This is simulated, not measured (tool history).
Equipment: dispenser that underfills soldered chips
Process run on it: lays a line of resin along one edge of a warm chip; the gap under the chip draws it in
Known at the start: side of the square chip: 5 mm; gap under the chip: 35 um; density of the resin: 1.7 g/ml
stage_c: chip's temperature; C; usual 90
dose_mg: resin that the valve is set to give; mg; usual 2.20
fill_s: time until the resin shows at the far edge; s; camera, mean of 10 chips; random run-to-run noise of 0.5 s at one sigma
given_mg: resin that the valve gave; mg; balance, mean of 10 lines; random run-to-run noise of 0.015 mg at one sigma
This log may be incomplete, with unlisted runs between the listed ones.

run 1 day=0.000 | stage_c=90 dose_mg=2.20 | fill_s=56.7 given_mg=2.11
-- day=0.246 new syringe of resin
run 2 day=0.467 | stage_c=90 dose_mg=2.20 | fill_s=47.3 given_mg=2.06
-- day=0.908 new syringe of resin
run 3 day=0.983 | stage_c=90 dose_mg=2.20 | fill_s=40.1 given_mg=2.06
run 4 day=1.454 | stage_c=90 dose_mg=2.20 | fill_s=61.7 given_mg=2.05
-- day=1.592 new syringe of resin
run 5 day=1.712 | stage_c=97 dose_mg=2.20 | fill_s=32.1 given_mg=2.03
-- day=2.254 new syringe of resin
run 6 day=2.283 | stage_c=90 dose_mg=2.20 | fill_s=40.0 given_mg=2.04
run 7 day=2.717 | stage_c=90 dose_mg=2.20 | fill_s=59.3 given_mg=2.00
-- day=2.921 new syringe of resin
run 8 day=3.071 | stage_c=83 dose_mg=2.20 | fill_s=61.7 given_mg=1.97
-- day=3.162 dispensing valve cleaned and set on the balance
-- day=3.650 new syringe of resin
run 9 day=3.700 | stage_c=83 dose_mg=2.20 | fill_s=53.1 given_mg=2.16
run 10 day=4.188 | stage_c=97 dose_mg=2.20 | fill_s=46.0 given_mg=2.16
-- day=4.321 new syringe of resin
run 11 day=4.517 | stage_c=97 dose_mg=2.20 | fill_s=33.9 given_mg=2.15
run 12 day=4.950 | stage_c=90 dose_mg=1.92 | fill_s=67.5 given_mg=1.86
-- day=5.000 new syringe of resin
run 13 day=5.321 | stage_c=90 dose_mg=2.28 | fill_s=49.3 given_mg=2.21
-- day=5.675 new syringe of resin
run 14 day=5.808 | stage_c=90 dose_mg=2.28 | fill_s=43.3 given_mg=2.19
-- day=6.383 new syringe of resin
run 15 day=6.429 | stage_c=90 dose_mg=2.28 | fill_s=39.0 given_mg=2.16
run 16 day=6.946 | stage_c=90 dose_mg=2.28 | fill_s=60.8 given_mg=2.16
-- day=7.096 new syringe of resin
run 17 day=7.508 | stage_c=80 dose_mg=2.24 | fill_s=82.9 given_mg=2.13
-- day=7.804 new syringe of resin
run 18 day=7.808 | stage_c=75 dose_mg=2.12 | fill_s=71.1 given_mg=1.97
run 19 day=8.350 | stage_c=81 dose_mg=2.79 | fill_s=85.9 given_mg=2.62
-- day=8.492 new syringe of resin
run 20 day=8.967 | stage_c=92 dose_mg=2.07 | fill_s=53.9 given_mg=1.90
-- day=9.154 new syringe of resin
run 21 day=9.338 | stage_c=87 dose_mg=2.45 | fill_s=51.2 given_mg=2.25
run 22 day=9.792 | stage_c=76 dose_mg=2.21 | fill_s=121.2 given_mg=2.02
-- day=9.838 new syringe of resin
run 23 day=10.258 | stage_c=98 dose_mg=2.33 | fill_s=40.7 given_mg=2.11

Predict the results of run 24:
-- day=10.512 new syringe of resin
-- day=10.554 dispensing valve cleaned and set on the balance
run 24 day=10.696 | stage_c=98 dose_mg=2.64 | fill_s=? given_mg=?

fill_s: 30.7 s
given_mg: 2.65 mg
With the hidden condition absent and the run-to-run variation left alone, this run would have shown fill_s 29.0 s, given_mg 2.66 mg.
